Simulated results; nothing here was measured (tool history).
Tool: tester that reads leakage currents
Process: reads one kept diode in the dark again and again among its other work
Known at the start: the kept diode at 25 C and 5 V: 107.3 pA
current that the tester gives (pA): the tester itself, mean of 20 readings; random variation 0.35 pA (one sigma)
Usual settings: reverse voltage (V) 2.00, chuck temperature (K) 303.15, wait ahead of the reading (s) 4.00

| run | hour | reverse voltage (V) | chuck temperature (K) | wait ahead of the reading (s) | current that the tester gives (pA) |
|---|---|---|---|---|---|
| 1 | 0.0 | 2.00 | 303.15 | 4.00 | 119.03 |
|  | 92.2 | probe card cleaned and baked |
| 2 | 111.6 | 2.00 | 303.15 | 4.00 | 116.22 |
| 3 | 238.3 | 2.00 | 303.15 | 4.00 | 116.48 |
| 4 | 408.5 | 2.00 | 303.15 | 4.00 | 117.02 |
| 5 | 599.6 | 2.00 | 293.15 | 4.00 | 53.57 |
| 6 | 701.8 | 1.82 | 303.15 | 4.00 | 113.83 |
| 7 | 808.6 | 2.00 | 303.15 | 4.00 | 118.03 |
| 8 | 895.8 | 2.00 | 303.15 | 4.00 | 117.40 |
| 9 | 1044.1 | 2.00 | 303.15 | 4.00 | 119.27 |
| 10 | 1130.5 | 1.26 | 303.15 | 4.00 | 100.99 |
| 11 | 1257.5 | 1.26 | 303.15 | 4.00 | 101.54 |
| 12 | 1434.5 | 2.00 | 298.15 | 4.00 | 81.49 |
| 13 | 1592.7 | 2.00 | 303.15 | 0.51 | 120.46 |
| 14 | 1750.2 | 2.00 | 303.15 | 0.51 | 121.34 |
| 15 | 1943.8 | 5.18 | 303.15 | 2.36 | 168.64 |
| 16 | 2117.5 | 2.12 | 303.15 | 4.00 | 123.83 |
| 17 | 2230.9 | 2.12 | 303.15 | 6.61 | 123.43 |
| 18 | 2346.1 | 2.97 | 303.15 | 6.61 | 139.51 |
| 19 | 2467.8 | 1.03 | 303.15 | 8.88 | 96.82 |
| 20 | 2558.2 | 2.14 | 303.15 | 4.00 | 124.15 |
| 21 | 2733.6 | 2.14 | 303.15 | 4.00 | 124.75 |
| 22 | 2886.3 | 3.17 | 307.15 | 0.33 | 196.10 |
| 23 | 3018.4 | 3.17 | 307.15 | 0.33 | 198.14 |
| 24 | 3144.3 | 3.17 | 307.15 | 0.33 | 197.75 |
| 25 | 3284.9 | 7.28 | 293.15 | 0.33 | 97.65 |
| 26 | 3466.4 | 19.74 | 313.15 | 6.65 | 576.65 |
| 27 | 3602.3 | 19.74 | 313.15 | 6.65 | 579.65 |
| 28 | 3800.5 | 2.00 | 303.15 | 1.96 | 125.09 |

5 ways to go on from here, each from the tool as it stands after run 28. What would each give?
| A | 3980.4 | 14.17 | 303.15 | 4.00 | ? |
| B | 3980.4 | 2.23 | 307.15 | 4.00 | ? |
| C | 3980.4 | 15.10 | 303.15 | 1.96 | ? |
| D | 3980.4 | 2.87 | 303.15 | 1.96 | ? |
| E | 3980.4 | 2.00 | 316.15 | 5.38 | ? |

| run | current that the tester gives (pA) |
|---|---|
| A | 255.31 |
| B | 175.21 |
| C | 262.49 |
| D | 142.34 |
| E | 319.81 |
Without the tool's hidden state the same runs would have given:
| run | current that the tester gives (pA) |
|---|---|
| A | 226.18 |
| B | 162.36 |
| C | 232.11 |
| D | 130.73 |
| E | 299.20 |
